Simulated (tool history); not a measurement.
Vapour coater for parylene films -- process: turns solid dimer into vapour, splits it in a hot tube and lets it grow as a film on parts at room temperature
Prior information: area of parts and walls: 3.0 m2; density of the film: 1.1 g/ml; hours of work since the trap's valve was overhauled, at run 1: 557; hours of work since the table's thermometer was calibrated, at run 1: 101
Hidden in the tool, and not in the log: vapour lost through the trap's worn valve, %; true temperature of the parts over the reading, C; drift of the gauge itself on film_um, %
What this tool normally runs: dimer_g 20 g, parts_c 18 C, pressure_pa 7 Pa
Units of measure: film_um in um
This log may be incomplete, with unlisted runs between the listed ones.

run     day  dimer_g  parts_c  pressure_pa  hours of work since the trap's valve was overhauled  hours of work since the table's thermometer was calibrated  film_um
  1       0       20       18            7                                                  557                                                         101     3.73
  2   0.521       20       18            7                                                  565                                                         109     3.71
  3   0.954       20       18            7                                                  571                                                         115     3.73
  4   1.446       20       18            7                                                  579                                                         123     3.67
  5   1.921       30       18            7                                                  586                                                         130     5.63
  6   2.346       16       18            7                                                  592                                                         136     2.98
  7   2.671       20       18            7                                                  597                                                         141     3.69
      3.371  -- trap's valve overhauled
  8   3.521       20       18            7                                                    2                                                         151     4.19
  9   4.121       20       18         2.92                                                   11                                                         160     4.97
 10   4.708       20       18         2.92                                                   20                                                         169     5.02
 11   5.096       20       18         2.92                                                   26                                                         175     5.04
 12   5.417       20       18         2.92                                                   31                                                         180     5.05
 13   6.046       10       11            7                                                   40                                                         189     2.75
 14   6.354       20       16         6.31                                                   45                                                         194     4.64
 15   6.742       17       27         7.68                                                   51                                                         200     2.48
 16   7.133       17       27         7.68                                                   56                                                         206     2.47
 17   7.425       20       21        11.99                                                   61                                                         210     3.36
 18   7.917       20       21        11.99                                                   68                                                         217     3.34
 19   8.325       20       21        11.99                                                   74                                                         223     3.28
 20   8.796       19       23            7                                                   81                                                         230     3.24
 21   9.429       19       23            7                                                   91                                                         240     3.29
 22   9.792       19       23            7                                                   96                                                         245     3.28
 23  10.183       24       18        11.81                                                  102                                                         251     4.48
 24  10.846       20       29         5.21                                                  112                                                         261     2.89

Consider 4 possible next runs. They are alternatives, not a sequence: every one starts from the tool as it was left by run 24. What does each give?
  A  11.258       20       29         5.26                                                  118                                                         267        ?
  B  11.258       18       18         5.81                                                  118                                                         267        ?
  C  11.258       17       24         8.16                                                  118                                                         267        ?
  D  11.258       13       13          3.9                                                  118                                                         267        ?

run  film_um
  A     2.87
  B     3.87
  C     2.64
  D     3.71
Had the tool no hidden state, the same runs would have come out as:
run  film_um
  A     2.92
  B     3.94
  C     2.69
  D     3.78
